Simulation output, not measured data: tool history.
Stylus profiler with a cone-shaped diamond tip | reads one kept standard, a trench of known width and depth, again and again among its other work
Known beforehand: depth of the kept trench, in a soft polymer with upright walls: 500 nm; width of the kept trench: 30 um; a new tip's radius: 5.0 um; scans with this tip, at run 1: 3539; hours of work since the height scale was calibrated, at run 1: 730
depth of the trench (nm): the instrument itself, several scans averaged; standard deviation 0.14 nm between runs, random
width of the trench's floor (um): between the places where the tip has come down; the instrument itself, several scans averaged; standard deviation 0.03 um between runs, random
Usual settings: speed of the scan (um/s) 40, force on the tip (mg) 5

run   hour  speed of the scan (um/s)  force on the tip (mg)  scans with this tip  hours of work since the height scale was calibrated  depth of the trench (nm)  width of the trench's floor (um)
  1      0                        40                      5                 3539                                                  730                    511.92                             24.99
  2   37.2                        40                      5                 3662                                                  756                    511.78                             24.89
  3     81                        40                      5                 3808                                                  786                    511.56                             24.88
  4  114.5                        40                    3.7                 3919                                                  809                    509.41                             24.79
  5  161.7                        40                      5                 4076                                                  841                    511.67                             24.91
  6  184.8                        40                      5                 4153                                                  857                    511.79                             24.88
  7  227.2                        40                      5                 4294                                                  886                    511.62                             24.88
  8  255.3                        40                      5                 4387                                                  905                    511.52                              24.8
  9  286.5                        58                      5                 4491                                                  927                     511.4                             24.72
 10  329.3                        58                      5                 4633                                                  956                    511.46                             24.73
 11  372.1                        58                      5                 4776                                                  986                    511.14                             24.74
 12  416.7                        40                   7.17                 4924                                                 1016                    514.85                             24.72
 13  442.9                        17                   3.23                 5011                                                 1034                    507.98                              24.8
 14  469.1                        17                   3.23                 5098                                                 1052                       508                             24.79
 15    490                       147                   7.32                 5167                                                 1066                    515.23                             24.47
 16  540.5                       100                   2.13                 5335                                                 1101                    505.53                             24.36

Forecast run 17:
 17  580.1                       131                   5.32                 5467                                                 1128                         ?                                 ?

{"run 17": {"depth of the trench (nm)": 511.85, "width of the trench's floor (um)": 24.44}}
If the tool had no hidden condition, the same run with the same run-to-run variation would have returned depth of the trench (nm) 513.76, width of the trench's floor (um) 25.27.

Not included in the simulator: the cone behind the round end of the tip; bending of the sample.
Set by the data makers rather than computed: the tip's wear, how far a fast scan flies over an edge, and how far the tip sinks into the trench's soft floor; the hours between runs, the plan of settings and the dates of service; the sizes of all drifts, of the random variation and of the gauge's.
